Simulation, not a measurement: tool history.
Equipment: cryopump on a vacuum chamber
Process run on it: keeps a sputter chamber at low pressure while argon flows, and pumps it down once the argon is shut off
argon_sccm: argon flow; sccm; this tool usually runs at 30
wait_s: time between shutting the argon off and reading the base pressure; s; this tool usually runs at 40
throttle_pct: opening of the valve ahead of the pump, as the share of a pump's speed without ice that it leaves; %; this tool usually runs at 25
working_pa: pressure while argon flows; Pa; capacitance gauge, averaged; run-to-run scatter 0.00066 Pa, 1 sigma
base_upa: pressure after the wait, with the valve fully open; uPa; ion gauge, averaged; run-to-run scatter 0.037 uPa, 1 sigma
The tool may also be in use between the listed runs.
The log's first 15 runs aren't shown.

run,hour,argon_sccm,wait_s,throttle_pct,hours of work since the pump was warmed up and emptied,hours of work since the cold head was overhauled,hours of work since the chamber's fittings were tightened,working_pa,base_upa
16,1077.7,30,40,25,236,1536,638,0.1111,2.68
17,1139.6,30,28,25,270,1570,672,0.1111,3.46
18,1218,52,28,25,313,1613,714,0.1917,3.68
19,1288.5,35,69,25,351,1651,753,0.1323,2.09
20,1357.7,35,48,18,389,1689,791,0.1793,2.6
21,1422.3,12,40,25,424,1725,826,0.0453,3.04
22,1480,24,33,20,456,1756,858,0.1131,3.52
23,1521,24,33,20,478,1778,880,0.113,3.55
24,1583.7,30,128,49,513,1813,914,0.0629,1.92
25,1666.9,20,31,49,558,1858,960,0.0418,3.77
26,1717.9,20,31,49,586,1886,988,0.0434,3.92
27,1795,20,249,49,628,1928,1030,0.0431,1.84
# hour 1812.8: pump warmed up, emptied and cooled again
28,1883.6,30,104,27,39,1974,1075,0.1004,1.96
29,1948.8,30,104,27,74,2010,1111,0.1008,1.99
30,2040.8,41,64,46,125,2060,1161,0.0819,2.58
31,2085,28,29,17,149,2084,1185,0.1488,4
32,2135.5,28,29,17,176,2112,1213,0.1492,3.96
33,2210.6,28,29,17,217,2153,1254,0.1493,4.21
34,2292.8,28,33,17,262,2198,1299,0.1521,3.78

Each row is a separate what-if for the run after 34, all from the same tool condition, not one after another. Results?
A,2360.6,43,40,51,299,2235,1336,?,?
B,2360.6,30,40,30,299,2235,1336,?,?
C,2360.6,23,126,50,299,2235,1336,?,?
D,2360.6,28,40,25,299,2235,1336,?,?

run,working_pa,base_upa
A,0.0828,3.52
B,0.0942,3.45
C,0.0449,2.21
D,0.1034,3.38
The same runs, with their run-to-run variation unchanged, on a tool lacking any hidden condition would have given:
run,working_pa,base_upa
A,0.0756,2.06
B,0.0892,1.99
C,0.0411,0.75
D,0.0988,1.96
